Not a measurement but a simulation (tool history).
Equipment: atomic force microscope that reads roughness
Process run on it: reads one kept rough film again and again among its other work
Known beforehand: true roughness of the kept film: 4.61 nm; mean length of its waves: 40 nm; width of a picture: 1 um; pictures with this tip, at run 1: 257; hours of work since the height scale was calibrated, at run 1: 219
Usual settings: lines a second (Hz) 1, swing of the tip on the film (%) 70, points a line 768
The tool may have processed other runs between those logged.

run	hour	lines a second (Hz)	swing of the tip on the film (%)	points a line	pictures with this tip	hours of work since the height scale was calibrated	roughness of the kept film (nm (root mean square))
1	0	1	70	768	257	219	2.987
# hour 22.4: new tip fitted
2	70	1	70	768	87	268	3.546
3	135	1	70	768	205	315	3.094
4	179.4	1.13	70	768	286	347	2.817
# hour 192: new tip fitted
5	260.2	1	70	768	125	405	3.361
6	295.7	1	70	768	189	430	3.109
# hour 355.4: new tip fitted
7	370.8	0.61	70	768	28	484	3.858
8	444.7	0.72	70	768	163	537	3.29
9	509.4	0.72	70	768	281	584	2.887
# hour 520.5: new tip fitted
10	554.2	0.72	70	768	62	615	3.688
11	629.1	1	70	768	198	669	3.106
# hour 685.2: new tip fitted
12	685.2	1	70	287	0	709	3.894
13	745.9	1	70	768	111	753	3.484
14	822.5	0.62	70	768	251	808	3.007
# hour 855.5: new tip fitted
15	875.7	0.62	70	768	37	846	3.843
16	936	1.21	70	768	147	889	3.302
17	1009.9	1.21	70	768	281	942	2.864
# hour 1022.3: new tip fitted
18	1058.8	1.21	70	768	67	977	3.646
19	1094.4	1.21	70	768	131	1003	3.347
20	1173.3	1.06	61	654	275	1059	2.912
# hour 1190.1: new tip fitted
21	1251.3	1	71	785	111	1115	3.422
22	1328.4	0.52	87	332	252	1171	2.905
# hour 1357.1: new tip fitted
23	1392.4	0.52	87	332	65	1216	3.631
24	1453.3	0.52	87	332	176	1260	3.15
25	1488.5	2.44	72	337	240	1285	2.841
# hour 1522.7: new tip fitted
26	1532.3	2.44	72	337	18	1316	3.653
27	1580.8	1.94	70	768	106	1351	3.331
28	1617	2.83	66	564	172	1377	3.07
29	1656.7	1.5	65	264	244	1406	2.936
# hour 1690.7: new tip fitted
30	1729	0.61	83	615	69	1458	3.631
31	1772.5	0.61	83	615	149	1489	3.322
32	1819.2	0.87	69	264	234	1522	3.007
# hour 1859.2: new tip fitted
33	1879.4	1	90	598	37	1565	3.558
34	1936.3	1	57	598	140	1606	3.487
35	1999.2	1	72	598	255	1651	2.948
# hour 2024.1: new tip fitted
36	2062.9	1.3	63	335	71	1697	3.621

Branching from run 36: 5 alternative next runs. What would each branch give?
A	2109.7	0.82	63	335	156	1730	?
B	2109.7	2.13	64	335	156	1730	?
C	2109.7	0.64	79	837	156	1730	?
D	2109.7	1.3	63	709	156	1730	?
E	2109.7	1.3	61	421	156	1730	?

run	roughness of the kept film (nm (root mean square))
A	3.284
B	3.197
C	3.247
D	3.283
E	3.277
With the hidden condition removed and each run's random variation left untouched, the same runs would have given:
run	roughness of the kept film (nm (root mean square))
A	4.028
B	3.922
C	3.984
D	4.026
E	4.019

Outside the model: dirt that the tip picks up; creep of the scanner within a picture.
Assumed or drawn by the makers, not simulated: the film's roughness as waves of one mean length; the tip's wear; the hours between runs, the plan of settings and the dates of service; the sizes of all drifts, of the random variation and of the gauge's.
